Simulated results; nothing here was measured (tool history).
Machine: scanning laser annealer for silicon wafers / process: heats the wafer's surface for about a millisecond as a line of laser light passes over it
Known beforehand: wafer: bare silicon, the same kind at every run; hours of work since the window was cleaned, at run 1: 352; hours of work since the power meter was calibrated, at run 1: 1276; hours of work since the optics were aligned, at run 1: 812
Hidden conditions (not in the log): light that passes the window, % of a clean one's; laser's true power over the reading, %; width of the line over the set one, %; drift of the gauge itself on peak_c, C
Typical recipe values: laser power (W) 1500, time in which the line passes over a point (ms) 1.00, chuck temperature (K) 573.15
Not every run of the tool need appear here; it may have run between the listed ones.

run	day	laser power (W)	time in which the line passes over a point (ms)	chuck temperature (K)	hours of work since the window was cleaned	hours of work since the power meter was calibrated	hours of work since the optics were aligned	highest temperature of the surface (K)
1	0.000	1500	1.00	573.15	352	1276	812	1410.15
# day 1.279: window over the wafer cleaned
2	3.000	1500	1.00	573.15	19	1309	845	1413.15
3	6.471	1500	1.00	573.15	58	1348	884	1411.15
4	10.233	1500	1.00	573.15	100	1390	926	1413.15
5	12.425	1500	1.00	595.15	124	1414	950	1432.15
6	14.833	1500	1.00	595.15	151	1441	977	1436.15
# day 17.071: optics aligned, line set to its width
7	17.350	1500	1.00	595.15	177	1467	3	1432.15
8	20.829	1500	1.00	573.15	216	1505	42	1414.15
9	23.083	1500	1.00	573.15	241	1530	67	1414.15
10	24.900	1500	1.00	573.15	261	1551	87	1410.15
11	26.988	1500	1.00	552.15	284	1574	111	1394.15
12	29.204	1500	0.73	573.15	309	1599	135	1297.15
13	33.121	1500	0.73	573.15	353	1642	179	1300.15
# day 34.317: window over the wafer cleaned
14	35.783	1500	1.00	573.15	16	1671	208	1412.15
15	38.296	1500	1.00	573.15	44	1699	236	1412.15
16	40.308	1500	1.00	573.15	67	1722	258	1414.15
17	43.488	1500	1.00	543.15	102	1757	294	1381.15
18	45.688	1500	1.00	543.15	127	1782	318	1381.15
19	49.408	1500	1.00	543.15	168	1823	360	1383.15
20	52.767	1530	0.87	587.15	206	1861	397	1387.15
21	54.358	1456	0.88	590.15	223	1878	415	1358.15
22	57.642	1500	0.88	543.15	260	1915	451	1336.15
23	60.058	1387	0.78	543.15	287	1942	478	1241.15
24	63.388	1609	0.97	563.15	324	1979	516	1445.15
25	66.838	1332	1.00	573.15	363	2017	554	1324.15
# day 67.108: window over the wafer cleaned
26	69.871	1500	1.00	541.15	31	2050	587	1380.15
27	73.004	1338	0.79	604.15	66	2085	622	1282.15

Here are 5 independent what-if runs from the current tool condition. What would each one return?
A	76.321	1500	1.02	548.15	103	2122	659	?
B	76.321	1408	0.98	604.15	103	2122	659	?
C	76.321	1562	0.88	573.15	103	2122	659	?
D	76.321	1375	0.79	604.15	103	2122	659	?
E	76.321	1342	0.74	608.15	103	2122	659	?

run	highest temperature of the surface (K)
A	1394.15
B	1388.15
C	1391.15
D	1301.15
E	1266.15
Stripped of hidden state, with their random variation kept, the same runs would have yielded:
run	highest temperature of the surface (K)
A	1394.15
B	1388.15
C	1391.15
D	1301.15
E	1267.15
